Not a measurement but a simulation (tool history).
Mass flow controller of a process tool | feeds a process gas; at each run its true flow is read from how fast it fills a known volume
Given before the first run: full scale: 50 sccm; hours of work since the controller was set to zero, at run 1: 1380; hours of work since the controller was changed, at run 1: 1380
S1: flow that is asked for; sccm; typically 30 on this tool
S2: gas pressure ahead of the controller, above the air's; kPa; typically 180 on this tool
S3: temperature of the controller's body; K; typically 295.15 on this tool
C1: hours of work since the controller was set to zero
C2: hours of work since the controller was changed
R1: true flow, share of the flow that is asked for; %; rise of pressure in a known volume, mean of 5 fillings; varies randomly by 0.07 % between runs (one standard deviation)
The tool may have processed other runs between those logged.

run	hour	S1	S2	S3	C1	C2	R1
1	0	30	180	295.15	1380	1380	99.09
2	346.9	30	180	295.15	1584	1584	99.02
3	620.3	30	180	295.15	1744	1744	99.07
4	981.9	30	180	295.15	1956	1956	99.01
5	1385.9	30	180	295.15	2193	2193	99.05
6	1695.2	30	180	295.15	2375	2375	99.05
7	2088.3	30	180	295.15	2605	2605	98.98
8	2486.5	30	180	295.15	2839	2839	99.04
9	2753.9	25	180	295.15	2996	2996	98.72
10	3135.6	25	180	295.15	3220	3220	98.83
11	3430.2	25	180	295.15	3393	3393	98.89
12	3667.9	25	180	295.15	3532	3532	98.88
13	4079	25	180	295.15	3774	3774	98.7
14	4483.6	25	180	295.15	4011	4011	98.77
15	4756.5	9	262	302.15	4171	4171	97.87
16	5081.2	34	178	308.15	4362	4362	99.55
17	5331.5	30	210	310.15	4509	4509	99.44
18	5770.9	28	151	304.15	4766	4766	99.33
19	6086.9	32	151	299.15	4952	4952	99.37
20	6358.8	32	151	299.15	5111	5111	99.35
21	6615.2	30	180	306.15	5262	5262	99.37

What will run 22 give?
22	6999.1	30	180	306.15	5487	5487	?

Run 22 yielded R1 99.27 %.
If the tool had no hidden condition, the same run with the same run-to-run variation would have returned R1 99.29 %.
